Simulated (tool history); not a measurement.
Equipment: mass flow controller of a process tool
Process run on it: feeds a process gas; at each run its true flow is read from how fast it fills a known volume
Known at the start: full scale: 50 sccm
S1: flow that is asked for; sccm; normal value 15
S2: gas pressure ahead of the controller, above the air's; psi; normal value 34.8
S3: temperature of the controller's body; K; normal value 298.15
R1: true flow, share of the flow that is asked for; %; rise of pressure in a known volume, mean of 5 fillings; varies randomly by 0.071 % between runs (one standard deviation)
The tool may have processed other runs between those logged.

run,day,S1,S2,S3,R1
1,0.000,15,34.8,298.15,99.82
2,5.604,15,34.8,298.15,99.81
3,8.688,15,34.8,298.15,99.88
4,12.417,15,34.8,295.15,99.99
5,17.454,15,34.8,295.15,100.00
6,23.375,15,29.3,298.15,100.04
7,28.571,15,29.3,298.15,100.08
8,35.092,9,29.3,298.15,100.34
9,38.417,9,29.3,298.15,100.42
10,44.842,9,29.3,298.15,100.41
11,47.538,15,28.9,298.15,100.37
12,50.875,15,28.9,298.15,100.38
13,56.083,15,35.1,298.15,100.28
14,60.583,15,32.1,298.15,100.36
15,66.412,15,32.1,298.15,100.22
16,70.588,38,34.8,298.15,100.34
17,76.642,7,34.8,298.15,100.84
18,81.888,15,34.8,308.15,100.20
19,88.038,15,26.0,298.15,100.53
20,93.483,8,34.8,300.15,100.81
21,97.575,6,35.2,300.15,101.13
22,101.171,6,35.2,300.15,101.15
23,104.642,11,34.8,298.15,100.70
24,111.021,9,34.8,299.15,100.93
25,113.804,22,34.4,309.15,100.17
26,117.300,10,20.9,298.15,101.15
27,123.471,10,20.9,298.15,101.17
28,127.242,13,39.3,309.15,100.28
29,131.542,13,36.4,309.15,100.73
30,134.800,32,34.8,298.15,100.58
31,140.321,40,39.3,305.15,100.31
32,145.200,8,21.3,306.15,101.48
33,149.958,8,28.7,295.15,101.69
34,156.358,8,28.7,295.15,101.60
35,160.633,10,22.2,300.15,101.42
36,165.138,19,34.8,313.15,100.53
37,170.458,23,24.1,298.15,100.99

Alternative continuations, all from the tool just after run 37; predict every row:
A,176.900,23,22.6,295.15,?
B,176.900,15,22.0,298.15,?
C,176.900,29,29.6,303.15,?
D,176.900,7,34.8,302.15,?
E,176.900,23,25.2,298.15,?

run,R1
A,101.12
B,101.32
C,100.75
D,101.70
E,100.94
Take away the tool's hidden state, keep each run's random variation, and the runs would have read:
run,R1
A,99.91
B,99.82
C,99.65
D,99.26
E,99.73
